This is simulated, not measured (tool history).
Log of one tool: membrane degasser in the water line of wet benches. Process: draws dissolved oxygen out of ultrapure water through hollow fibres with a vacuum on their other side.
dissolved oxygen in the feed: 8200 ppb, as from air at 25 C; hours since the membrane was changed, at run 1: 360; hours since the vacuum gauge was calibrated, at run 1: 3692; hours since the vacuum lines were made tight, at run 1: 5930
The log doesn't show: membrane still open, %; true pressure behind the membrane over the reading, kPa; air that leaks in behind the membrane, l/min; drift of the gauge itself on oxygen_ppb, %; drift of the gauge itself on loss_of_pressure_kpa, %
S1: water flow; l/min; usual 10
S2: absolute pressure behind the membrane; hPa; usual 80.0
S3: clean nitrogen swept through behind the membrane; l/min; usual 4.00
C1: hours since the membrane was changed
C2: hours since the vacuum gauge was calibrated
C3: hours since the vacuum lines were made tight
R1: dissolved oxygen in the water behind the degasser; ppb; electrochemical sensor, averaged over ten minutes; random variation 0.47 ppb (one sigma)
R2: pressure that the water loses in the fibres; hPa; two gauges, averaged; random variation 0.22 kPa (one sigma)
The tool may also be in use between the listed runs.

run	hour	S1	S2	S3	C1	C2	C3	R1	R2
1	0.0	10	80.0	4.00	360	3692	5930	36.4	515.3
2	113.3	10	80.0	4.00	473	3806	6043	37.1	516.1
3	185.3	10	80.0	4.00	545	3877	6115	36.8	517.6
4	308.2	10	80.0	2.48	668	4000	6238	56.4	518.6
5	422.5	10	80.0	2.48	782	4115	6352	56.0	516.9
6	545.4	10	80.0	4.00	905	4238	6475	37.4	519.1
7	638.2	10	148.2	4.00	998	4330	6568	80.4	517.4
8	778.1	10	148.2	4.00	1138	4470	6708	81.0	514.7
9	901.6	10	80.0	4.00	1261	4594	6831	38.2	517.1
10	1000.0	10	80.0	4.00	1360	4692	6930	38.7	519.4
11	1073.9	10	80.0	4.00	1434	4766	7004	37.1	520.0
12	1173.4	11	80.0	4.00	1533	4866	7103	44.8	573.0
13	1293.3	11	80.0	4.00	1653	4985	7223	46.0	570.0
14	1375.1	10	61.8	4.00	1735	5067	7305	26.3	518.5
15	1451.3	10	61.8	2.49	1811	5144	7381	38.2	519.4
16	1583.1	10	80.0	4.00	1943	5275	7513	37.5	521.4
17	1717.1	10	80.0	4.00	2077	5409	7647	38.8	521.2
18	1806.1	15	91.6	7.24	2166	5498	7736	77.8	781.2

Run 19 comes next. What will it give?
19	1893.0	6	80.0	4.00	2253	5585	7823	?	?

R1: 20.0 ppb
R2: 310.8 hPa
Without the tool's hidden state the same run would have given R1 18.2 ppb, R2 307.6 hPa.

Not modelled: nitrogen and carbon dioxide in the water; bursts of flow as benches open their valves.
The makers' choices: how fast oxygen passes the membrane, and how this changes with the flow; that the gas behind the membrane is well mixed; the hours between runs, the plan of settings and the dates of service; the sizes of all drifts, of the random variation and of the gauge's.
